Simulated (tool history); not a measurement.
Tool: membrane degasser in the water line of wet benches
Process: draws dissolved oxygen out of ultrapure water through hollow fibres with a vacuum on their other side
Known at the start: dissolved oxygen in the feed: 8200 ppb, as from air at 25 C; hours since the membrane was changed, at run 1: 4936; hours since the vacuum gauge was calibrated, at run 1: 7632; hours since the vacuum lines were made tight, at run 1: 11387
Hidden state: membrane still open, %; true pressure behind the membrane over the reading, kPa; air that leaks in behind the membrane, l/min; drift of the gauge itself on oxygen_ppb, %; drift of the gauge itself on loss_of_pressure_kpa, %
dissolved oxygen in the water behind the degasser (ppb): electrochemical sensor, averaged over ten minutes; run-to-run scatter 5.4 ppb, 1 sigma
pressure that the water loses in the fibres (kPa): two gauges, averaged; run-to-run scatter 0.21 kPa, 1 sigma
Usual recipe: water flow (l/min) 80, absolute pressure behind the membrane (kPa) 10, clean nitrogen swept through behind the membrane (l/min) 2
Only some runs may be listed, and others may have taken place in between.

run    hour  water flow (l/min)  absolute pressure behind the membrane (kPa)  clean nitrogen swept through behind the membrane (l/min)  hours since the membrane was changed  hours since the vacuum gauge was calibrated  hours since the vacuum lines were made tight  dissolved oxygen in the water behind the degasser (ppb)  pressure that the water loses in the fibres (kPa)
  1       0                  80                                           10                                                         2                                  4936                                         7632                                         11387                                                    571.7                                              50.85
  2   124.5                  80                                         12.2                                                         2                                  5060                                         7757                                         11511                                                    727.6                                              51.05
  3   340.4                  80                                         12.2                                                         2                                  5276                                         7972                                         11727                                                    733.9                                              51.11
  4   523.2                  80                                         12.2                                                         2                                  5459                                         8155                                         11910                                                    726.6                                              51.34
      561.4  -- vacuum gauge calibrated
  5   645.9                  80                                         12.2                                                         2                                  5581                                           84                                         12032                                                    701.9                                              50.95
  6   900.2                  80                                         12.2                                                         2                                  5836                                          339                                         12287                                                      708                                              51.36
  7  1113.6                  80                                         12.2                                                         2                                  6049                                          552                                         12500                                                      712                                              50.95
     1178.3  -- seals of the vacuum lines changed
  8  1251.3                  80                                           10                                                      1.55                                  6185                                          688                                            73                                                    657.6                                              50.85
  9  1480.9                  80                                           10                                                      1.55                                  6414                                          917                                           303                                                    653.4                                              51.45
 10  1635.7                 102                                           10                                                         2                                  6569                                         1072                                           457                                                    687.6                                              65.46
 11  1786.1                  80                                           10                                                      0.91                                  6720                                         1223                                           608                                                    917.6                                              51.56
 12  1890.6                  80                                           10                                                      0.91                                  6824                                         1327                                           712                                                    939.6                                               51.7
 13  2112.7                  80                                           10                                                      0.91                                  7046                                         1549                                           934                                                    939.1                                              51.45
 14  2347.6                  80                                           10                                                         2                                  7281                                         1784                                          1169                                                    557.5                                              51.64
 15  2547.1                  80                                           10                                                         2                                  7481                                         1984                                          1369                                                    541.5                                                 52
 16  2723.9                  80                                           10                                                         2                                  7657                                         2160                                          1546                                                    538.1                                              51.28
 17  2874.2                  80                                           10                                                         2                                  7808                                         2311                                          1696                                                    548.7                                              51.71
 18  3045.8                  78                                          8.3                                                      1.48                                  7979                                         2482                                          1868                                                    523.3                                              50.12
 19  3294.8                  80                                           10                                                      4.41                                  8228                                         2731                                          2117                                                    298.1                                              52.03
 20  3525.8                  74                                           10                                                         2                                  8459                                         2962                                          2348                                                      513                                              47.84
 21  3682.3                 126                                         14.6                                                         2                                  8616                                         3119                                          2504                                                   1270.2                                              81.41
 22    3872                  54                                         18.5                                                      1.67                                  8805                                         3309                                          2694                                                    956.2                                              34.97
 23  4006.5                  54                                         18.5                                                      1.67                                  8940                                         3443                                          2828                                                    940.9                                                 35

Predict the results of run 24:
 24  4229.8                  97                                           10                                                      1.96                                  9163                                         3666                                          3052                                                        ?                                                  ?

dissolved oxygen in the water behind the degasser (ppb): 679.4
pressure that the water loses in the fibres (kPa): 62.99
Had the tool carried no hidden state, the very same run would have given dissolved oxygen in the water behind the degasser (ppb) 649.9, pressure that the water loses in the fibres (kPa) 60.66.
